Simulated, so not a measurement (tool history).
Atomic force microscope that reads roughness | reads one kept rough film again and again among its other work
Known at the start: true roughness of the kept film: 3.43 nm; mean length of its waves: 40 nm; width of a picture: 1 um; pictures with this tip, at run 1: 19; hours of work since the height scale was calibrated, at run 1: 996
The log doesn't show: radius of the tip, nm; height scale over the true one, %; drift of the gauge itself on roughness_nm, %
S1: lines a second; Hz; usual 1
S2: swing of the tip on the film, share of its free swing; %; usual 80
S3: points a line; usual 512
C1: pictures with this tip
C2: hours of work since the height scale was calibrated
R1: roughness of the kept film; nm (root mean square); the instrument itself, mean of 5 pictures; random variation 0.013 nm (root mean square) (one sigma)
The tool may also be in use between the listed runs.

| run | hour | S1 | S2 | S3 | C1 | C2 | R1 |
|---|---|---|---|---|---|---|---|
| 1 | 0 | 1 | 80 | 512 | 19 | 996 | 3.071 |
|  | 26.7 | new tip fitted |
| 2 | 58.1 | 1 | 80 | 512 | 54 | 1031 | 2.793 |
|  | 69.6 | new tip fitted |
| 3 | 103 | 1 | 80 | 567 | 57 | 1059 | 2.781 |
|  | 107.9 | new tip fitted |
|  | 145.8 | new tip fitted |
| 4 | 145.8 | 1 | 80 | 567 | 0 | 1085 | 3.201 |
|  | 186.4 | new tip fitted |
| 5 | 195.7 | 1 | 80 | 1020 | 16 | 1115 | 3.073 |
|  | 227.3 | new tip fitted |
| 6 | 237.2 | 1 | 80 | 1020 | 17 | 1141 | 3.107 |
|  | 266.6 | new tip fitted |
| 7 | 296.5 | 1 | 80 | 512 | 51 | 1177 | 2.877 |
|  | 308.1 | new tip fitted |
|  | 346.2 | new tip fitted |
| 8 | 366.7 | 1 | 80 | 512 | 36 | 1220 | 2.964 |
|  | 383.5 | new tip fitted |
|  | 421.8 | new tip fitted |
| 9 | 432.9 | 1 | 80 | 512 | 18 | 1260 | 3.085 |
|  | 459.6 | new tip fitted |
| 10 | 478.2 | 0.54 | 80 | 512 | 31 | 1288 | 3.057 |
|  | 503.2 | new tip fitted |
| 11 | 527.8 | 0.54 | 80 | 512 | 43 | 1318 | 2.944 |
|  | 540.8 | new tip fitted |
|  | 578.2 | new tip fitted |
| 12 | 590.3 | 1 | 61 | 512 | 21 | 1356 | 3.119 |
|  | 620.2 | new tip fitted |
| 13 | 642.6 | 1 | 80 | 613 | 38 | 1388 | 2.957 |
|  | 658.8 | new tip fitted |
| 14 | 684 | 1 | 80 | 512 | 43 | 1414 | 2.927 |
|  | 696.4 | new tip fitted |
|  | 737.8 | new tip fitted |
| 15 | 746.7 | 1 | 80 | 512 | 15 | 1452 | 3.108 |
|  | 777.6 | new tip fitted |
| 16 | 804.2 | 1 | 80 | 512 | 46 | 1487 | 2.86 |
|  | 817.6 | new tip fitted |
| 17 | 848.6 | 1 | 77 | 512 | 53 | 1515 | 2.859 |
|  | 855.6 | new tip fitted |
| 18 | 887.6 | 1 | 77 | 512 | 55 | 1538 | 2.838 |
|  | 895.2 | new tip fitted |
|  | 937.1 | new tip fitted |
| 19 | 963.9 | 1 | 77 | 512 | 46 | 1585 | 2.88 |
|  | 976 | new tip fitted |
|  | 1015.8 | new tip fitted |
| 20 | 1028 | 1 | 77 | 512 | 21 | 1624 | 3.061 |
|  | 1059.7 | new tip fitted |
| 21 | 1088.6 | 2.45 | 72 | 904 | 50 | 1661 | 2.842 |
|  | 1098.1 | new tip fitted |
| 22 | 1128.7 | 0.66 | 69 | 355 | 52 | 1686 | 2.893 |
|  | 1138.5 | new tip fitted |
|  | 1181 | new tip fitted |
| 23 | 1205.6 | 1 | 57 | 383 | 42 | 1733 | 2.976 |
|  | 1222.5 | new tip fitted |
| 24 | 1254.3 | 1.38 | 76 | 689 | 55 | 1763 | 2.843 |
|  | 1261.4 | new tip fitted |
|  | 1300.8 | new tip fitted |
| 25 | 1324.9 | 1.38 | 76 | 689 | 41 | 1806 | 2.904 |
|  | 1342.5 | new tip fitted |
| 26 | 1362.4 | 1.38 | 55 | 750 | 34 | 1829 | 3.054 |
|  | 1369.7 | height scale calibrated on a step standard |
|  | 1383.8 | new tip fitted |
|  | 1421.1 | new tip fitted |
| 27 | 1435.7 | 1.38 | 55 | 750 | 25 | 40 | 3.042 |
|  | 1461.5 | new tip fitted |
| 28 | 1482.7 | 1.02 | 57 | 464 | 36 | 69 | 3.014 |
|  | 1499.6 | new tip fitted |
|  | 1536.5 | new tip fitted |
| 29 | 1557.9 | 3.41 | 62 | 420 | 36 | 115 | 2.884 |
|  | 1576.8 | new tip fitted |
|  | 1617.2 | new tip fitted |
| 30 | 1617.7 | 0.55 | 75 | 749 | 1 | 151 | 3.235 |
|  | 1654 | new tip fitted |
| 31 | 1689.3 | 2.99 | 75 | 752 | 60 | 195 | 2.677 |
|  | 1694.1 | new tip fitted |
|  | 1731.9 | new tip fitted |
| 32 | 1762.5 | 0.5 | 71 | 857 | 52 | 240 | 2.875 |
|  | 1772.6 | new tip fitted |
|  | 1811.6 | new tip fitted |
| 33 | 1811.6 | 0.57 | 59 | 862 | 0 | 270 | 3.273 |
|  | 1849.3 | new tip fitted |
| 34 | 1849.4 | 1 | 60 | 512 | 0 | 293 | 3.266 |
|  | 1889.1 | new tip fitted |
| 35 | 1911.3 | 1.17 | 80 | 966 | 38 | 331 | 2.94 |
|  | 1931.6 | new tip fitted |
| 36 | 1943.7 | 1 | 73 | 512 | 21 | 351 | 3.038 |
|  | 1972.9 | new tip fitted |
| 37 | 1992.9 | 1 | 80 | 320 | 34 | 381 | 2.902 |

Hidden state or all else? Some run-to-run changes of R1, split into what the settings, what came in and random variation would give without the hidden state, and what is left for the hidden state (with any gauge scatter that isn't in both results):
Run 3 -> 4: new tip fitted, new tip fitted. R1 +0.42 nm (root mean square): hidden state +0.419, all else +0.001.
Run 30 -> 31: S1 0.55 -> 2.99, S3 749 -> 752, new tip fitted. R1 -0.558 nm (root mean square): hidden state -0.369, all else -0.189.
Run 32 -> 33: S1 0.5 -> 0.57, S2 71 -> 59, S3 857 -> 862, new tip fitted, new tip fitted. R1 +0.398 nm (root mean square): hidden state +0.372, all else +0.026.
